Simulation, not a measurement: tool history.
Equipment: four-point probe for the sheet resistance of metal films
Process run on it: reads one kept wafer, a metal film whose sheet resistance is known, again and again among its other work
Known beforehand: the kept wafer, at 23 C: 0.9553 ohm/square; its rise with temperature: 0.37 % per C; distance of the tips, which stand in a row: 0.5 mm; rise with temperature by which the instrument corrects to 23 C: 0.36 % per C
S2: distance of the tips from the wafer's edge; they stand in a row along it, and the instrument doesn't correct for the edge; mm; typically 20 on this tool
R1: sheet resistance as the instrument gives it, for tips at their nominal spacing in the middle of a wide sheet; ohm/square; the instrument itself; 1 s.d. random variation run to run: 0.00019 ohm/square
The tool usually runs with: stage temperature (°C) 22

Run 1, hour 0: usual settings. Result: R1 0.956329 ohm/square.
Run 2, hour 40: usual settings. Result: R1 0.956892 ohm/square.
Run 3, hour 117.4: usual settings. Result: R1 0.956945 ohm/square.
Run 4, hour 168.6: usual settings but stage temperature (°C) 24. Result: R1 0.9573 ohm/square.
Run 5, hour 238.1: usual settings but stage temperature (°C) 24. Result: R1 0.957066 ohm/square.
Run 6, hour 300.4: usual settings but stage temperature (°C) 24. Result: R1 0.956963 ohm/square.
Run 7, hour 349.4: usual settings but S2 40 mm. Result: R1 0.957009 ohm/square.
Run 8, hour 401.9: usual settings. Result: R1 0.956985 ohm/square.
Run 9, hour 454.6: usual settings. Result: R1 0.957148 ohm/square.
Run 10, hour 489.9: usual settings. Result: R1 0.956844 ohm/square.
Run 11, hour 537.9: usual settings but stage temperature (°C) 29. Result: R1 0.957638 ohm/square.
Run 12, hour 606.5: usual settings but stage temperature (°C) 31. Result: R1 0.957652 ohm/square.
Run 13, hour 650.2: usual settings but stage temperature (°C) 31. Result: R1 0.95777 ohm/square.
Run 14, hour 724.6: usual settings but stage temperature (°C) 32. Result: R1 0.957659 ohm/square.
At hour 731: stage's thermometer calibrated.
Run 15, hour 770.2: usual settings but stage temperature (°C) 29. Result: R1 0.957333 ohm/square.
Run 16, hour 826.1: usual settings but stage temperature (°C) 29. Result: R1 0.957656 ohm/square.
Run 17, hour 879.2: usual settings. Result: R1 0.956591 ohm/square.
At hour 920.3: stage's thermometer calibrated, once more.
Run 18, hour 955.4: usual settings but stage temperature (°C) 32. Result: R1 0.959795 ohm/square.
Run 19, hour 1009.8: usual settings but stage temperature (°C) 32. Result: R1 0.959509 ohm/square.
Run 20, hour 1080.5: usual settings but stage temperature (°C) 32. Result: R1 0.959719 ohm/square.
Run 21, hour 1136.1: usual settings. Result: R1 0.958837 ohm/square.
Run 22, hour 1177.2: usual settings. Result: R1 0.959031 ohm/square.
Run 23, hour 1219.5: usual settings. Result: R1 0.959007 ohm/square.
Run 24, hour 1266.2: usual settings but stage temperature (°C) 25. Result: R1 0.959087 ohm/square.
Run 25, hour 1338.9: usual settings but stage temperature (°C) 30, S2 15 mm. Result: R1 0.960093 ohm/square.
Run 26, hour 1406.4: usual settings but stage temperature (°C) 30, S2 15 mm. Result: R1 0.960255 ohm/square.
Run 27, hour 1483.8: usual settings but stage temperature (°C) 30, S2 15 mm. Result: R1 0.960485 ohm/square.
Run 28, hour 1546.9: usual settings but stage temperature (°C) 30, S2 15 mm. Result: R1 0.960056 ohm/square.
Run 29, hour 1616: usual settings but stage temperature (°C) 20, S2 7 mm. Result: R1 0.961368 ohm/square.
Run 30, hour 1663.1: usual settings but stage temperature (°C) 20, S2 4 mm. Result: R1 0.967234 ohm/square.
Run 31, hour 1719.7: usual settings but stage temperature (°C) 26, S2 7 mm. Result: R1 0.961819 ohm/square.
Run 32, hour 1773.6: usual settings but stage temperature (°C) 26, S2 7 mm. Result: R1 0.961806 ohm/square.
Run 33, hour 1805.3: usual settings but stage temperature (°C) 34, S2 43 mm. Result: R1 0.959831 ohm/square.
Run 34, hour 1857.6: usual settings but stage temperature (°C) 34, S2 9 mm. Result: R1 0.961615 ohm/square.
Run 35, hour 1921: usual settings but stage temperature (°C) 19, S2 4 mm. Result: R1 0.966936 ohm/square.
Run 36, hour 1957.2: usual settings but stage temperature (°C) 19, S2 4 mm. Result: R1 0.966918 ohm/square.
Run 37, hour 2000.7: usual settings but stage temperature (°C) 32, S2 4 mm. Result: R1 0.967694 ohm/square.
Run 38, hour 2061.7: usual settings but stage temperature (°C) 21, S2 65 mm. Result: R1 0.959047 ohm/square.
Run 39, hour 2108.6: usual settings. Result: R1 0.959908 ohm/square.
Run 40, hour 2182.2: usual settings but stage temperature (°C) 25, S2 4 mm. Result: R1 0.967687 ohm/square.
Run 41, hour 2244.6: usual settings but stage temperature (°C) 33, S2 19 mm. Result: R1 0.960521 ohm/square.

Here are 4 independent what-if runs from the current tool condition. What would each one return?
Run A, hour 2293.3: usual settings but stage temperature (°C) 29, S2 55 mm. Result: R1 ?.
Run B, hour 2293.3: usual settings but stage temperature (°C) 31. Result: R1 ?.
Run C, hour 2293.3: usual settings but S2 5 mm. Result: R1 ?.
Run D, hour 2293.3: usual settings but stage temperature (°C) 34, S2 4 mm. Result: R1 ?.

run        R1
  A  0.959819
  B  0.960134
  C  0.964417
  D  0.968281
Take away the tool's hidden state, keep each run's random variation, and the runs would have read:
run        R1
  A  0.955731
  B  0.956038
  C  0.960336
  D  0.964143

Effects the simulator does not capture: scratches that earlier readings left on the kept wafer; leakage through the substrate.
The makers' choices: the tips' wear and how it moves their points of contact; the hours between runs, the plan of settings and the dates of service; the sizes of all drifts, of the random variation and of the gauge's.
